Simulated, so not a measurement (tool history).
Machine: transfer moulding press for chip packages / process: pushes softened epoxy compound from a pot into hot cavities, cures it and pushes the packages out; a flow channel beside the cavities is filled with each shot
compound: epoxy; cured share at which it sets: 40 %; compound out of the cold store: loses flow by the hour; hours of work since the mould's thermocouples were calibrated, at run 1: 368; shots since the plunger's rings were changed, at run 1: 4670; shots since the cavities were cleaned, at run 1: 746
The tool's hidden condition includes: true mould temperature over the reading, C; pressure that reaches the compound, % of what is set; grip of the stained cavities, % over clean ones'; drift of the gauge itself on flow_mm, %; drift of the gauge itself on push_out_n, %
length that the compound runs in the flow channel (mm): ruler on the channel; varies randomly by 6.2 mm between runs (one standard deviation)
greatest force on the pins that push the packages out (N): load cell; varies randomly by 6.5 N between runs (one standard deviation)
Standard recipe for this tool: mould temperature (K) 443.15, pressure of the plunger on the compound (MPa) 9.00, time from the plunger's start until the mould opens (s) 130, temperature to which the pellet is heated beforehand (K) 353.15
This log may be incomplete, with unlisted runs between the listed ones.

run   hour  mould temperature (K)  pressure of the plunger on the compound (MPa)  time from the plunger's start until the mould opens (s)  temperature to which the pellet is heated beforehand (K)  hours of work since the mould's thermocouples were calibrated  shots since the plunger's rings were changed  shots since the cavities were cleaned  incoming compound's hours out of the cold store  length that the compound runs in the flow channel (mm)  greatest force on the pins that push the packages out (N)
  1    0.0                 443.15                                           9.00                                                      130                                                    353.15                                                            368                                          4670                                    746                                             37.0                                                     712                                                        245
  2    8.9                 443.15                                           9.00                                                      130                                                    353.15                                                            373                                          4741                                    817                                             41.7                                                     696                                                        268
  3   17.7                 443.15                                           9.00                                                      130                                                    353.15                                                            378                                          4810                                    886                                             25.7                                                     766                                                        261
  4   31.4                 443.15                                           9.00                                                      130                                                    353.15                                                            385                                          4920                                    996                                             43.7                                                     688                                                        244
  5   39.8                 445.15                                           9.00                                                      130                                                    353.15                                                            390                                          4987                                   1063                                             37.8                                                     712                                                        251
  6   50.3                 445.15                                           9.00                                                      130                                                    353.15                                                            396                                          5071                                   1147                                             45.7                                                     673                                                        238
      53.1  -- cavities cleaned with cleaning compound and waxed
  7   60.4                 443.15                                           9.00                                                      130                                                    353.15                                                            400                                          5139                                     58                                             28.7                                                     746                                                        248
  8   71.8                 443.15                                           9.00                                                      130                                                    353.15                                                            407                                          5230                                    149                                             24.4                                                     774                                                        262
  9   79.3                 443.15                                           9.00                                                      130                                                    353.15                                                            411                                          5290                                    209                                             26.3                                                     762                                                        264
      91.9  -- mould's thermocouples calibrated
 10   92.2                 443.15                                           8.59                                                      130                                                    353.15                                                              0                                          5377                                    296                                             11.2                                                     818                                                        270
 11  105.2                 443.15                                           8.59                                                      130                                                    353.15                                                              7                                          5481                                    400                                             18.2                                                     787                                                        260
 12  119.5                 443.15                                           9.00                                                      130                                                    348.15                                                             15                                          5595                                    514                                             25.9                                                     764                                                        247
 13  127.4                 443.15                                           9.00                                                      130                                                    348.15                                                             19                                          5657                                    576                                             45.9                                                     677                                                        246
 14  135.7                 443.15                                           9.00                                                      130                                                    348.15                                                             24                                          5724                                    643                                             16.8                                                     809                                                        256
 15  144.6                 443.15                                           9.00                                                      130                                                    348.15                                                             29                                          5795                                    714                                             23.2                                                     772                                                        250
 16  156.1                 443.15                                           9.46                                                      130                                                    348.15                                                             35                                          5886                                    805                                             10.5                                                     854                                                        272
 17  166.6                 443.15                                           9.46                                                      130                                                    348.15                                                             41                                          5970                                    889                                              8.3                                                     870                                                        252
 18  179.8                 443.15                                           7.23                                                      130                                                    351.15                                                             48                                          6075                                    994                                             44.1                                                     614                                                        243
 19  186.2                 443.15                                           7.23                                                      130                                                    351.15                                                             51                                          6126                                   1045                                             26.7                                                     680                                                        248
 20  200.0                 443.15                                           7.23                                                      130                                                    351.15                                                             59                                          6236                                   1155                                             17.1                                                     710                                                        262
     202.9  -- cavities cleaned with cleaning compound and waxed
 21  215.3                 449.15                                           7.53                                                      123                                                    354.15                                                             67                                          6346                                     99                                             25.1                                                     685                                                        245
 22  226.8                 448.15                                           9.00                                                      130                                                    360.15                                                             73                                          6438                                    191                                             14.2                                                     781                                                        228
 23  233.2                 443.15                                          10.15                                                      130                                                    353.15                                                             76                                          6488                                    241                                             30.6                                                     784                                                        258
 24  244.6                 443.15                                           9.00                                                      130                                                    344.15                                                             83                                          6580                                    333                                             18.0                                                     811                                                        257
 25  253.7                 443.15                                           9.00                                                      130                                                    344.15                                                             88                                          6652                                    405                                             22.1                                                     790                                                        257
 26  265.0                 443.15                                           9.00                                                      130                                                    344.15                                                             94                                          6742                                    495                                             16.1                                                     813                                                        256
 27  272.5                 443.15                                           7.48                                                      158                                                    344.15                                                             98                                          6802                                    555                                             32.1                                                     674                                                        234
     276.4  -- plunger's sealing rings changed
 28  284.0                 443.15                                          10.15                                                      158                                                    344.15                                                            103                                            61                                    627                                             25.0                                                     810                                                        242
 29  291.2                 443.15                                          10.21                                                      165                                                    344.15                                                            107                                           118                                    684                                              9.4                                                     894                                                        218

How the hidden state differs across the entries between the runs, from the last listed run before each to the first after it:
In the gap between runs 6 and 7: cavities cleaned with cleaning compound and waxed (hour 53.1)
  grip of the stained cavities, % over clean ones': 0.9 -> 0.1
In the gap between runs 9 and 10: mould's thermocouples calibrated (hour 91.9)
  true mould temperature over the reading, C: 0.01 -> 0; grip of the stained cavities, % over clean ones': 0.4 -> 0.5
In the gap between runs 20 and 21: cavities cleaned with cleaning compound and waxed (hour 202.9)
  grip of the stained cavities, % over clean ones': 0.9 -> 0.2
In the gap between runs 27 and 28: plunger's sealing rings changed (hour 276.4)
  pressure that reaches the compound, % of what is set: 99.81 -> 99.99
